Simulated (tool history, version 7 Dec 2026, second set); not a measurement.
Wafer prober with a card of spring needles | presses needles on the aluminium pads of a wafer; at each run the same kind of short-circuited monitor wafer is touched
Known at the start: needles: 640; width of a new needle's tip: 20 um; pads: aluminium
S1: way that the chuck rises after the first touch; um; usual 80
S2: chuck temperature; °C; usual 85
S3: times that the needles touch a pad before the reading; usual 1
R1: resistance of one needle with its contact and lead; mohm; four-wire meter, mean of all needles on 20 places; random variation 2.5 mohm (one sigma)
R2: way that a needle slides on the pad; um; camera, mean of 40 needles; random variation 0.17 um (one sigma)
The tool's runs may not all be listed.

| run | hour | S1 | S2 | S3 | R1 | R2 |
|---|---|---|---|---|---|---|
| 1 | 0 | 80 | 85 | 1 | 325 | 16.35 |
|  | 0.8 | tips cleaned on abrasive film |
|  | 4.5 | tips cleaned on abrasive film |
|  | 8.1 | tips cleaned on abrasive film |
|  | 11.8 | tips cleaned on abrasive film |
|  | 15.4 | tips cleaned on abrasive film |
|  | 19 | tips cleaned on abrasive film |
|  | 22 | tips cleaned on abrasive film |
|  | 25.6 | tips cleaned on abrasive film |
|  | 29.3 | tips cleaned on abrasive film |
|  | 32.2 | tips cleaned on abrasive film |
|  | 35.2 | tips cleaned on abrasive film |
|  | 38.8 | tips cleaned on abrasive film |
|  | 42.4 | tips cleaned on abrasive film |
|  | 45.4 | tips cleaned on abrasive film |
|  | 48.3 | tips cleaned on abrasive film |
| 2 | 50.2 | 80 | 85 | 1 | 311 | 15.94 |
|  | 51.7 | tips cleaned on abrasive film |
|  | 55.3 | tips cleaned on abrasive film |
|  | 58.3 | tips cleaned on abrasive film |
|  | 61.2 | tips cleaned on abrasive film |
|  | 64.1 | tips cleaned on abrasive film |
|  | 67.1 | tips cleaned on abrasive film |
|  | 70.7 | tips cleaned on abrasive film |
|  | 74.4 | tips cleaned on abrasive film |
|  | 77.3 | tips cleaned on abrasive film |
|  | 81 | tips cleaned on abrasive film |
|  | 83.9 | tips cleaned on abrasive film |
|  | 87.5 | tips cleaned on abrasive film |
|  | 91.2 | tips cleaned on abrasive film |
|  | 94.1 | tips cleaned on abrasive film |
|  | 97.1 | tips cleaned on abrasive film |
|  | 100.7 | tips cleaned on abrasive film |
|  | 103.7 | tips cleaned on abrasive film |
|  | 106.6 | tips cleaned on abrasive film |
|  | 110.2 | tips cleaned on abrasive film |
|  | 113.2 | tips cleaned on abrasive film |
| 3 | 113.5 | 80 | 85 | 1 | 299 | 15.65 |
|  | 116.4 | tips cleaned on abrasive film |
|  | 119.3 | tips cleaned on abrasive film |
|  | 122.3 | tips cleaned on abrasive film |
|  | 125.2 | tips cleaned on abrasive film |
|  | 128.9 | tips cleaned on abrasive film |
|  | 131.8 | tips cleaned on abrasive film |
|  | 135.5 | tips cleaned on abrasive film |
|  | 138.4 | tips cleaned on abrasive film |
|  | 141.3 | tips cleaned on abrasive film |
|  | 144.3 | tips cleaned on abrasive film |
|  | 147.9 | tips cleaned on abrasive film |
|  | 151.6 | tips cleaned on abrasive film |
|  | 154.5 | tips cleaned on abrasive film |
|  | 157.4 | tips cleaned on abrasive film |
|  | 160.4 | tips cleaned on abrasive film |
|  | 164 | tips cleaned on abrasive film |
|  | 167 | tips cleaned on abrasive film |
|  | 169.9 | tips cleaned on abrasive film |
|  | 172.8 | tips cleaned on abrasive film |
|  | 175.8 | tips cleaned on abrasive film |
|  | 178.7 | tips cleaned on abrasive film |
|  | 182.4 | tips cleaned on abrasive film |
| 4 | 183.6 | 80 | 85 | 1 | 313 | 15.36 |
|  | 185.8 | tips cleaned on abrasive film |
|  | 189.4 | tips cleaned on abrasive film |
|  | 192.4 | tips cleaned on abrasive film |
|  | 196 | tips cleaned on abrasive film |
|  | 199 | tips cleaned on abrasive film |
|  | 202.6 | tips cleaned on abrasive film |
|  | 205.5 | tips cleaned on abrasive film |
|  | 208.5 | tips cleaned on abrasive film |
|  | 211.4 | tips cleaned on abrasive film |
|  | 215.1 | tips cleaned on abrasive film |
|  | 218.7 | tips cleaned on abrasive film |
|  | 221.7 | tips cleaned on abrasive film |
|  | 224.6 | tips cleaned on abrasive film |
|  | 228.2 | tips cleaned on abrasive film |
|  | 231.2 | tips cleaned on abrasive film |
|  | 234.8 | tips cleaned on abrasive film |
|  | 238.5 | tips cleaned on abrasive film |
|  | 242.1 | tips cleaned on abrasive film |
| 5 | 243.8 | 80 | 85 | 2 | 306 | 15.01 |
|  | 245.3 | tips cleaned on abrasive film |
|  | 247.7 | height of the first contact set anew |
|  | 248.6 | tips cleaned on abrasive film |
|  | 251.5 | tips cleaned on abrasive film |
|  | 255.1 | tips cleaned on abrasive film |
|  | 258.8 | tips cleaned on abrasive film |
|  | 261.7 | tips cleaned on abrasive film |
|  | 265.4 | tips cleaned on abrasive film |
|  | 268.3 | tips cleaned on abrasive film |
|  | 271.2 | tips cleaned on abrasive film |
|  | 274.9 | tips cleaned on abrasive film |
|  | 277.8 | tips cleaned on abrasive film |
|  | 281.5 | tips cleaned on abrasive film |
|  | 285.1 | tips cleaned on abrasive film |
| 6 | 286.7 | 80 | 85 | 2 | 312 | 14.41 |
|  | 288.2 | tips cleaned on abrasive film |
|  | 291.1 | tips cleaned on abrasive film |
|  | 294.1 | tips cleaned on abrasive film |
|  | 297.7 | tips cleaned on abrasive film |
|  | 301.4 | tips cleaned on abrasive film |
|  | 305 | tips cleaned on abrasive film |
|  | 307.9 | tips cleaned on abrasive film |
|  | 310.9 | tips cleaned on abrasive film |
|  | 314.5 | tips cleaned on abrasive film |
|  | 317.5 | tips cleaned on abrasive film |
|  | 320.4 | tips cleaned on abrasive film |
|  | 324 | tips cleaned on abrasive film |
|  | 327 | tips cleaned on abrasive film |
|  | 330.6 | tips cleaned on abrasive film |
|  | 333.6 | tips cleaned on abrasive film |
| 7 | 335.4 | 80 | 110 | 2 | 320 | 14.13 |
|  | 336.9 | tips cleaned on abrasive film |
|  | 340.6 | tips cleaned on abrasive film |
|  | 344.2 | tips cleaned on abrasive film |
|  | 347.2 | tips cleaned on abrasive film |
|  | 350.8 | tips cleaned on abrasive film |
|  | 353.7 | tips cleaned on abrasive film |
|  | 356.7 | tips cleaned on abrasive film |
|  | 359.6 | tips cleaned on abrasive film |
|  | 363.3 | tips cleaned on abrasive film |
|  | 366.2 | tips cleaned on abrasive film |
|  | 369.1 | tips cleaned on abrasive film |
|  | 372.8 | tips cleaned on abrasive film |
|  | 376.4 | tips cleaned on abrasive film |
|  | 379.4 | tips cleaned on abrasive film |
|  | 382.3 | tips cleaned on abrasive film |
|  | 386 | tips cleaned on abrasive film |
|  | 389.6 | tips cleaned on abrasive film |
|  | 392.5 | tips cleaned on abrasive film |
| 8 | 394.4 | 81 | 25 | 3 | 292 | 14.17 |
|  | 395.9 | tips cleaned on abrasive film |
|  | 398.8 | tips cleaned on abrasive film |
|  | 401.8 | tips cleaned on abrasive film |
|  | 405.4 | tips cleaned on abrasive film |
|  | 408.4 | tips cleaned on abrasive film |
|  | 412 | tips cleaned on abrasive film |
|  | 414.9 | tips cleaned on abrasive film |
|  | 417.9 | tips cleaned on abrasive film |
|  | 421.5 | tips cleaned on abrasive film |
|  | 425.2 | tips cleaned on abrasive film |
|  | 437.2 | card fitted with new needles |
|  | 440.8 | tips cleaned on abrasive film |
|  | 443.8 | tips cleaned on abrasive film |
|  | 446.7 | tips cleaned on abrasive film |
|  | 449.6 | tips cleaned on abrasive film |
|  | 453.3 | tips cleaned on abrasive film |
|  | 456.2 | tips cleaned on abrasive film |
|  | 459.2 | tips cleaned on abrasive film |
|  | 462.1 | tips cleaned on abrasive film |
| 9 | 463.8 | 81 | 25 | 3 | 276 | 17.13 |
|  | 465.3 | tips cleaned on abrasive film |
|  | 468.2 | tips cleaned on abrasive film |
|  | 471.4 | height of the first contact set anew, once more |
|  | 472.2 | tips cleaned on abrasive film |
|  | 475.8 | tips cleaned on abrasive film |
|  | 478.8 | tips cleaned on abrasive film |
|  | 482.4 | tips cleaned on abrasive film |
|  | 486.1 | tips cleaned on abrasive film |
|  | 489.7 | tips cleaned on abrasive film |
|  | 493.4 | tips cleaned on abrasive film |
| 10 | 496 | 81 | 25 | 3 | 280 | 17.28 |
|  | 496.8 | tips cleaned on abrasive film |
|  | 499.7 | tips cleaned on abrasive film |
|  | 503.4 | tips cleaned on abrasive film |
|  | 507 | tips cleaned on abrasive film |
|  | 510.7 | tips cleaned on abrasive film |
|  | 513.6 | tips cleaned on abrasive film |
|  | 516.5 | tips cleaned on abrasive film |
|  | 519.5 | tips cleaned on abrasive film |
|  | 522.4 | tips cleaned on abrasive film |
|  | 526.1 | tips cleaned on abrasive film |
|  | 529 | tips cleaned on abrasive film |
|  | 531.9 | tips cleaned on abrasive film |
|  | 535.6 | tips cleaned on abrasive film |
|  | 539.2 | tips cleaned on abrasive film |
|  | 542.9 | tips cleaned on abrasive film |
|  | 545.8 | tips cleaned on abrasive film |
|  | 548.8 | tips cleaned on abrasive film |
|  | 552.4 | tips cleaned on abrasive film |
|  | 555.3 | tips cleaned on abrasive film |
|  | 559 | tips cleaned on abrasive film |
|  | 561.9 | tips cleaned on abrasive film |
| 11 | 563.6 | 80 | 85 | 3 | 295 | 16.39 |
|  | 565.1 | tips cleaned on abrasive film |
|  | 568 | tips cleaned on abrasive film |
|  | 571 | tips cleaned on abrasive film |
|  | 574.6 | tips cleaned on abrasive film |
|  | 578.3 | tips cleaned on abrasive film |
|  | 581.9 | tips cleaned on abrasive film |
|  | 584.8 | tips cleaned on abrasive film |
|  | 587.8 | tips cleaned on abrasive film |
|  | 590.7 | tips cleaned on abrasive film |
|  | 594.4 | tips cleaned on abrasive film |
| 12 | 594.8 | 78 | 115 | 3 | 303 | 15.73 |
|  | 597.7 | tips cleaned on abrasive film |
|  | 600.7 | tips cleaned on abrasive film |
|  | 604.3 | tips cleaned on abrasive film |
|  | 607.2 | tips cleaned on abrasive film |
|  | 610.9 | tips cleaned on abrasive film |
|  | 614.5 | tips cleaned on abrasive film |
|  | 617.5 | tips cleaned on abrasive film |
|  | 620.4 | tips cleaned on abrasive film |
|  | 623.3 | tips cleaned on abrasive film |
|  | 627 | tips cleaned on abrasive film |
|  | 629.9 | tips cleaned on abrasive film |
|  | 632.9 | tips cleaned on abrasive film |
|  | 635.8 | tips cleaned on abrasive film |
|  | 639.5 | tips cleaned on abrasive film |
|  | 642.4 | tips cleaned on abrasive film |
|  | 645.3 | tips cleaned on abrasive film |
|  | 648.3 | tips cleaned on abrasive film |
| 13 | 649.2 | 81 | 115 | 3 | 305 | 16.4 |

Forecast each of these 3 alternatives for the next run:
|  | 651.4 | tips cleaned on abrasive film |
|  | 654.4 | tips cleaned on abrasive film |
|  | 658 | tips cleaned on abrasive film |
|  | 660.9 | tips cleaned on abrasive film |
|  | 663.9 | tips cleaned on abrasive film |
|  | 666.8 | tips cleaned on abrasive film |
|  | 669.8 | tips cleaned on abrasive film |
|  | 672.7 | tips cleaned on abrasive film |
|  | 676.3 | tips cleaned on abrasive film |
|  | 679.3 | tips cleaned on abrasive film |
|  | 682.9 | tips cleaned on abrasive film |
|  | 686.6 | tips cleaned on abrasive film |
|  | 689.9 | tips cleaned on abrasive film |
| A | 689.9 | 95 | 87 | 1 | ? | ? |
|  | 651.4 | tips cleaned on abrasive film |
|  | 654.4 | tips cleaned on abrasive film |
|  | 658 | tips cleaned on abrasive film |
|  | 660.9 | tips cleaned on abrasive film |
|  | 663.9 | tips cleaned on abrasive film |
|  | 666.8 | tips cleaned on abrasive film |
|  | 669.8 | tips cleaned on abrasive film |
|  | 672.7 | tips cleaned on abrasive film |
|  | 676.3 | tips cleaned on abrasive film |
|  | 679.3 | tips cleaned on abrasive film |
|  | 682.9 | tips cleaned on abrasive film |
|  | 686.6 | tips cleaned on abrasive film |
|  | 689.9 | tips cleaned on abrasive film |
| B | 689.9 | 79 | 31 | 1 | ? | ? |
|  | 651.4 | tips cleaned on abrasive film |
|  | 654.4 | tips cleaned on abrasive film |
|  | 658 | tips cleaned on abrasive film |
|  | 660.9 | tips cleaned on abrasive film |
|  | 663.9 | tips cleaned on abrasive film |
|  | 666.8 | tips cleaned on abrasive film |
|  | 669.8 | tips cleaned on abrasive film |
|  | 672.7 | tips cleaned on abrasive film |
|  | 676.3 | tips cleaned on abrasive film |
|  | 679.3 | tips cleaned on abrasive film |
|  | 682.9 | tips cleaned on abrasive film |
|  | 686.6 | tips cleaned on abrasive film |
|  | 689.9 | tips cleaned on abrasive film |
| C | 689.9 | 81 | 75 | 1 | ? | ? |

| run | R1 | R2 |
|---|---|---|
| A | 287 | 18.72 |
| B | 275 | 15.68 |
| C | 289 | 16.25 |
Without the tool's hidden state the same runs would have given:
| run | R1 | R2 |
|---|---|---|
| A | 283 | 19.94 |
| B | 269 | 16.94 |
| C | 284 | 17.5 |

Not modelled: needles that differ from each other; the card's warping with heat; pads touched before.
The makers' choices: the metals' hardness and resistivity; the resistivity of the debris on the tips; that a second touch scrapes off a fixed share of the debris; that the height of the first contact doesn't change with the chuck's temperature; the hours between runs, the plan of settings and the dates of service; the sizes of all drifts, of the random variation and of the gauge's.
